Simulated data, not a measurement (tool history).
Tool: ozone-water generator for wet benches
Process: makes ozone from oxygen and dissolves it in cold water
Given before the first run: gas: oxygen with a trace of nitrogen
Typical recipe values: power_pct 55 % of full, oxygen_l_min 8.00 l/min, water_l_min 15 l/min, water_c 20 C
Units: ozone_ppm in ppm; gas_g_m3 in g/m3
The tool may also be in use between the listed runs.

run 1 hour=0.0 | power_pct=55 oxygen_l_min=8.00 water_l_min=15 water_c=20 | ozone_ppm=30.1 gas_g_m3=200.7
run 2 hour=26.3 | power_pct=55 oxygen_l_min=8.00 water_l_min=15 water_c=20 | ozone_ppm=30.0 gas_g_m3=198.6
run 3 hour=49.1 | power_pct=55 oxygen_l_min=8.00 water_l_min=15 water_c=20 | ozone_ppm=30.1 gas_g_m3=199.8
run 4 hour=73.4 | power_pct=55 oxygen_l_min=8.00 water_l_min=15 water_c=20 | ozone_ppm=29.7 gas_g_m3=198.8
run 5 hour=96.6 | power_pct=55 oxygen_l_min=8.00 water_l_min=15 water_c=26 | ozone_ppm=26.5 gas_g_m3=200.7
run 6 hour=122.8 | power_pct=55 oxygen_l_min=8.00 water_l_min=15 water_c=26 | ozone_ppm=26.6 gas_g_m3=199.8
run 7 hour=150.4 | power_pct=55 oxygen_l_min=8.00 water_l_min=15 water_c=26 | ozone_ppm=26.5 gas_g_m3=198.4
run 8 hour=174.3 | power_pct=91 oxygen_l_min=6.35 water_l_min=15 water_c=17 | ozone_ppm=41.0 gas_g_m3=285.7
run 9 hour=204.9 | power_pct=55 oxygen_l_min=5.65 water_l_min=15 water_c=15 | ozone_ppm=32.5 gas_g_m3=224.6
run 10 hour=225.5 | power_pct=70 oxygen_l_min=6.05 water_l_min=15 water_c=13 | ozone_ppm=38.0 gas_g_m3=251.9

Run 11 is up next; what results do you expect?
run 11 hour=251.6 | power_pct=70 oxygen_l_min=6.05 water_l_min=15 water_c=23 | ozone_ppm=? gas_g_m3=?

{"run 11": {"ozone_ppm": 31.9, "gas_g_m3": 245.4}}
Without the tool's hidden state the same run would have given ozone_ppm 35.0 ppm, gas_g_m3 256.9 g/m3.

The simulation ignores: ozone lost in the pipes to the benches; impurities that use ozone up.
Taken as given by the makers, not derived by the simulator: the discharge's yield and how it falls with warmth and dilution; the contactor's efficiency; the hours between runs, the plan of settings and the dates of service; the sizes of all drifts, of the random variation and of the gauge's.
